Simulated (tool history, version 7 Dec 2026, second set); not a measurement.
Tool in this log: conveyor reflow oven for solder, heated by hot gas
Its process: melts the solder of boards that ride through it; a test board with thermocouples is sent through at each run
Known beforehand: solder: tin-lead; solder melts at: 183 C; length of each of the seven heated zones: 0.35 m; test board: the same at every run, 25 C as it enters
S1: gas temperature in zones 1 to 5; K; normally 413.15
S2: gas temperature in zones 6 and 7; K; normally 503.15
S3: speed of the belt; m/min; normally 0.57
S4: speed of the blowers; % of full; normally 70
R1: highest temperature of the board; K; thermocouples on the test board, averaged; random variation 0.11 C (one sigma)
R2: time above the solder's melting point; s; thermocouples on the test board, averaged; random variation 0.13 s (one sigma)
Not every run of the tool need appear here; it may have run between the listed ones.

run,day,S1,S2,S3,S4,R1,R2
1,0,413.15,503.15,0.57,70,489.45,55.5
2,0.533,413.15,503.15,0.649,70,485.45,45
3,0.996,413.15,503.15,0.649,63,482.95,42.6
4,1.562,413.15,503.15,0.527,70,491.25,62.1
5,2.267,413.15,503.15,0.527,70,491.55,62.2
6,2.833,413.15,503.15,0.527,70,491.45,62.2
7,3.788,413.15,503.15,0.534,70,490.95,60.7
8,4.725,413.15,503.15,0.534,70,490.95,60.8
9,5.296,413.15,503.15,0.57,70,489.15,55.1
10,5.717,413.15,503.15,0.57,70,489.05,55.3
11,6.642,413.15,514.15,0.57,70,498.55,61.5
12,7.254,413.15,503.15,0.57,66,487.85,53.9
13,7.992,413.15,506.15,0.57,70,491.65,57
14,8.567,413.15,506.15,0.57,70,491.45,57.1
15,9.488,413.15,506.15,0.57,70,491.35,56.7
16,9.942,418.15,516.15,0.504,70,504.55,75.7
17,10.408,413.15,503.15,0.579,51,481.75,46.2
# day 10.617: belt drive overhauled, speed set with a stopwatch
18,11.238,417.15,499.15,0.579,51,479.45,45.1
19,11.671,402.15,499.15,0.579,54,476.95,38.2
20,12.242,402.15,499.15,0.579,54,477.05,37.9
21,13.05,413.15,509.15,0.651,55,483.35,42.3
# day 13.846: belt drive overhauled, speed set with a stopwatch, once more
22,13.883,413.15,492.15,0.669,77,476.15,35.6
23,14.633,413.15,492.15,0.669,77,476.05,35.4
24,15.179,413.15,492.15,0.636,70,475.75,36.9
25,15.667,413.15,492.15,0.636,70,475.65,36.7

What would each run have given without the hidden state, its run-to-run variation left as it was?
The hidden state here: heat that the gas passes to the board, % of a clean oven's; belt's true speed, % of the reading; true gas temperature in zones 6 and 7 over the reading, C; drift of the gauge itself on peak_c, C; drift of the gauge itself on liquid_s, %.
run,R1,R2
1,489.55,55.8
2,485.75,45.4
3,483.25,43.1
4,491.35,62.3
5,491.65,62.5
6,491.65,62.5
7,491.15,61
8,491.25,61.2
9,489.65,55.6
10,489.55,55.8
11,499.25,61.9
12,488.35,54.5
13,492.25,57.6
14,492.05,57.7
15,492.05,57.4
16,505.05,75.7
17,482.35,47
18,479.95,45.8
19,477.75,39.3
20,477.95,39.1
21,484.45,43.4
22,477.45,37.8
23,477.55,37.7
24,477.05,39.2
25,477.05,39
